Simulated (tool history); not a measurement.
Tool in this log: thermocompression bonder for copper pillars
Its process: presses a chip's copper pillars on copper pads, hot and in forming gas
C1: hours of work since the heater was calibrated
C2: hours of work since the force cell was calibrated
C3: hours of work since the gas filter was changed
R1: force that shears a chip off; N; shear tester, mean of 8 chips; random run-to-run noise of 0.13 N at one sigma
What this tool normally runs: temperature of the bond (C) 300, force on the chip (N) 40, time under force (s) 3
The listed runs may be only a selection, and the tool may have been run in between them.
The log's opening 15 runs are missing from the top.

run 16 day=35.233 | temperature_of_the_bond_(C)=300 force_on_the_chip_(N)=40 time_under_force_(s)=3 | C1=240 C2=1192 C3=280 | R1=30
run 17 day=37.917 | temperature_of_the_bond_(C)=300 force_on_the_chip_(N)=40 time_under_force_(s)=3 | C1=292 C2=1243 C3=331 | R1=29.7
-- day=40.083 forming gas filter changed
run 18 day=41.038 | temperature_of_the_bond_(C)=300 force_on_the_chip_(N)=40 time_under_force_(s)=3 | C1=351 C2=1302 C3=18 | R1=29.7
-- day=41.583 force cell calibrated
run 19 day=42.454 | temperature_of_the_bond_(C)=300 force_on_the_chip_(N)=30 time_under_force_(s)=3 | C1=377 C2=17 C3=44 | R1=22.4
run 20 day=44.988 | temperature_of_the_bond_(C)=300 force_on_the_chip_(N)=30 time_under_force_(s)=3 | C1=425 C2=65 C3=93 | R1=22.2
run 21 day=47.371 | temperature_of_the_bond_(C)=300 force_on_the_chip_(N)=30 time_under_force_(s)=2 | C1=470 C2=110 C3=138 | R1=18.7
run 22 day=49.604 | temperature_of_the_bond_(C)=300 force_on_the_chip_(N)=30 time_under_force_(s)=2 | C1=513 C2=153 C3=181 | R1=18.8
run 23 day=52.475 | temperature_of_the_bond_(C)=296 force_on_the_chip_(N)=26 time_under_force_(s)=3 | C1=568 C2=208 C3=235 | R1=18.1
-- day=53.238 heater calibrated with a thermocouple chip
run 24 day=54.133 | temperature_of_the_bond_(C)=275 force_on_the_chip_(N)=40 time_under_force_(s)=2 | C1=17 C2=238 C3=266 | R1=17.4
run 25 day=56.438 | temperature_of_the_bond_(C)=327 force_on_the_chip_(N)=53 time_under_force_(s)=8 | C1=61 C2=282 C3=310 | R1=64.9
run 26 day=59.342 | temperature_of_the_bond_(C)=305 force_on_the_chip_(N)=46 time_under_force_(s)=3 | C1=117 C2=338 C3=365 | R1=35.5
-- day=59.833 forming gas filter changed
run 27 day=61.7 | temperature_of_the_bond_(C)=305 force_on_the_chip_(N)=46 time_under_force_(s)=3 | C1=161 C2=382 C3=36 | R1=35.9
run 28 day=63.762 | temperature_of_the_bond_(C)=271 force_on_the_chip_(N)=47 time_under_force_(s)=3 | C1=201 C2=422 C3=75 | R1=23.2
run 29 day=65.604 | temperature_of_the_bond_(C)=305 force_on_the_chip_(N)=32 time_under_force_(s)=5 | C1=236 C2=457 C3=110 | R1=31.2
run 30 day=67.942 | temperature_of_the_bond_(C)=326 force_on_the_chip_(N)=34 time_under_force_(s)=5 | C1=280 C2=501 C3=155 | R1=41.7

Run 31 has not been measured yet. What should we expect?
run 31 day=71.142 | temperature_of_the_bond_(C)=288 force_on_the_chip_(N)=33 time_under_force_(s)=3 | C1=342 C2=563 C3=216 | R1=?

{"run 31": {"R1": 20.6}}
If the tool had no hidden condition, the same run with the same run-to-run variation would have returned R1 20.6 N.
